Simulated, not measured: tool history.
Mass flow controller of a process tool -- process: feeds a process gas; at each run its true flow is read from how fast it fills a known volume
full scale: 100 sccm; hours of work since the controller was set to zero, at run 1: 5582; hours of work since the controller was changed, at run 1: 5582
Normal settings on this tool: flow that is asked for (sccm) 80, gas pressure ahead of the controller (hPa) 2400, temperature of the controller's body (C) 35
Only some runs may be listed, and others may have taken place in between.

run,hour,flow that is asked for (sccm),gas pressure ahead of the controller (hPa),temperature of the controller's body (C),hours of work since the controller was set to zero,hours of work since the controller was changed,true flow (%)
1,0.0,80,2400,35,5582,5582,103.84
2,60.1,69,2400,35,5615,5615,103.61
3,132.8,80,2400,35,5655,5655,103.98
4,228.1,80,2400,35,5708,5708,104.06
5,327.8,80,2400,35,5762,5762,104.06
6,419.6,80,2400,35,5813,5813,104.10
7,517.6,80,2400,35,5867,5867,104.01
8,567.4,13,2400,35,5895,5895,107.61
# hour 644.3: controller exchanged for a calibrated one
9,663.7,80,2410,35,11,11,99.76
10,741.1,80,2410,35,53,53,99.84
11,818.0,80,2410,35,96,96,99.79
# hour 826.3: controller's zero set anew
12,904.6,80,2400,35,43,143,100.03
13,1007.7,80,2400,35,100,200,100.06
# hour 1046.4: controller's zero set anew, once more
14,1070.1,80,2400,35,13,234,99.98
15,1152.7,28,1550,35,59,280,99.14
16,1210.3,63,2420,35,90,312,99.78
17,1268.6,10,2570,24,123,344,98.51
18,1341.0,51,2750,37,163,384,99.40
19,1383.8,19,2750,31,186,407,98.72
20,1472.2,41,2390,25,235,456,99.05
21,1560.2,41,2390,25,283,505,99.11
22,1625.9,26,2250,30,320,541,99.07
23,1720.6,80,2220,28,372,593,100.19
24,1808.3,34,1690,36,420,642,99.61
25,1903.4,34,1690,36,473,694,99.49
26,2000.5,99,2560,35,526,748,100.84
27,2082.5,99,2560,35,572,793,100.91

Alternative continuations, all from the tool just after run 27; predict every row:
A,2183.9,80,2400,36,628,849,?
B,2183.9,71,2400,35,628,849,?
C,2183.9,21,2130,35,628,849,?
D,2183.9,80,1700,35,628,849,?
E,2183.9,11,2400,27,628,849,?

run,true flow (%)
A,100.40
B,100.46
C,99.44
D,100.57
E,99.38
Take away the tool's hidden state, keep each run's random variation, and the runs would have read:
run,true flow (%)
A,99.57
B,99.61
C,98.23
D,99.75
E,97.71
